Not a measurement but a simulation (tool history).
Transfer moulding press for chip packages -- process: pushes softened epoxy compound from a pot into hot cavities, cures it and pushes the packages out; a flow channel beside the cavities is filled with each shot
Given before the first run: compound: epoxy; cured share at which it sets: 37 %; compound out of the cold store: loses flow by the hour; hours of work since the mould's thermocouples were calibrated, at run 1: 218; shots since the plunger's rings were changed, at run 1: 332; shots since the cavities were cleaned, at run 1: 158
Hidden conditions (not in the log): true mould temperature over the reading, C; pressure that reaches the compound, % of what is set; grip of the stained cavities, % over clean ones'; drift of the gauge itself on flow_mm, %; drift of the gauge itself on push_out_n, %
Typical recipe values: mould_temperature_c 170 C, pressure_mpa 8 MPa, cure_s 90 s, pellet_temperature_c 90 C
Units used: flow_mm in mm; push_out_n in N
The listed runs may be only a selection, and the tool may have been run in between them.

run   hour  mould_temperature_c  pressure_mpa  cure_s  pellet_temperature_c  hours of work since the mould's thermocouples were calibrated  shots since the plunger's rings were changed  shots since the cavities were cleaned  incoming compound's hours out of the cold store  flow_mm  push_out_n
  1      0                  170             8      90                    90                                                            218                                           332                                    158                                             27.8      786         505
  2    8.4                  170             8      90                    90                                                            222                                           402                                    228                                             26.3      791         553
  3   25.1                  170             8      90                    90                                                            230                                           544                                    370                                             21.3      800         629
  4   42.3                  170             8      90                    90                                                            238                                           689                                    515                                             16.8      829         703
  5     58                  170             8      90                    90                                                            246                                           821                                    647                                             32.2      776         735
      65.6  -- cavities cleaned with cleaning compound and waxed
  6     77                  170             8      90                    90                                                            254                                           969                                     96                                             47.9      733         958
  7     86                  170             8      90                    90                                                            258                                          1045                                    172                                             30.4      771         973
  8     97                  170             8      90                    90                                                            263                                          1138                                    265                                             26.5      777         974
  9  104.8                  170             8      90                    90                                                            267                                          1204                                    331                                             31.7      775         952
 10  119.1                  170             8      90                    95                                                            274                                          1324                                    451                                               45      733         938
 11  127.8                  170             8      90                    81                                                            278                                          1398                                    525                                             27.1      783         939
 12  135.8                  170             8      90                    85                                                            281                                          1466                                    593                                             17.4      800         962
     144.6  -- cavities cleaned with cleaning compound and waxed, once more
 13  149.6                  170             8      90                    85                                                            287                                          1569                                     42                                             47.9      720         424
 14  164.3                  170             8      90                    90                                                            294                                          1694                                    167                                             47.6      721         519
 15  178.5                  164             8      90                    90                                                            301                                          1813                                    286                                             14.6      835         911
 16  187.2                  165           7.4      90                    90                                                            305                                          1886                                    359                                              9.1      816         821
 17  198.6                  165           7.4      90                    90                                                            310                                          1983                                    456                                               42      727         850
 18  209.1                  165          6.65      90                    90                                                            315                                          2071                                    544                                             46.5      674         848
 19    219                  170             8      87                    90                                                            320                                          2155                                    628                                             39.1      741         690
     228.1  -- cavities cleaned with cleaning compound and waxed
 20  236.9                  170             8      89                    90                                                            328                                          2294                                     75                                             45.4      722         463
 21  244.8                  169             8      90                    90                                                            331                                          2360                                    141                                             25.4      769         523
 22    257                  169             8      90                    90                                                            337                                          2463                                    244                                               29      763         594
 23  268.4                  169          6.68      84                    91                                                            342                                          2559                                    340                                             29.8      692         672
 24  283.6                  167          8.52      94                    97                                                            350                                          2688                                    469                                             31.4      777         703
 25  300.5                  167          7.39      80                    97                                                            358                                          2831                                    612                                             15.5      765        1001
     304.5  -- plunger's sealing rings changed
     314.1  -- cavities cleaned with cleaning compound and waxed
 26  319.2                  167          6.72      80                    90                                                            365                                           111                                     43                                             13.1      777         655
 27    335                  167          6.72      80                    90                                                            372                                           244                                    176                                             19.5      761         752
 28  352.9                  167          6.72     113                    90                                                            380                                           395                                    327                                             26.3      746         566

For some of the steps in flow_mm from one run to the next: how much would appear even if the tool had no hidden state, given the settings, what came in and random variation, and how much remains for the hidden state plus any gauge scatter that the measured result and the result without hidden state don't share?
Run 14 -> 15: mould_temperature_c 170 -> 164. flow_mm +114 mm: hidden state -6, all else +120.
Run 16 -> 17: nothing adjusted, nothing logged. flow_mm -89 mm: hidden state +2, all else -91.
Run 25 -> 26: pressure_mpa 7.39 -> 6.72, pellet_temperature_c 97 -> 90, plunger's sealing rings changed, cavities cleaned with cleaning compound and waxed. flow_mm +12 mm: hidden state +38, all else -26.

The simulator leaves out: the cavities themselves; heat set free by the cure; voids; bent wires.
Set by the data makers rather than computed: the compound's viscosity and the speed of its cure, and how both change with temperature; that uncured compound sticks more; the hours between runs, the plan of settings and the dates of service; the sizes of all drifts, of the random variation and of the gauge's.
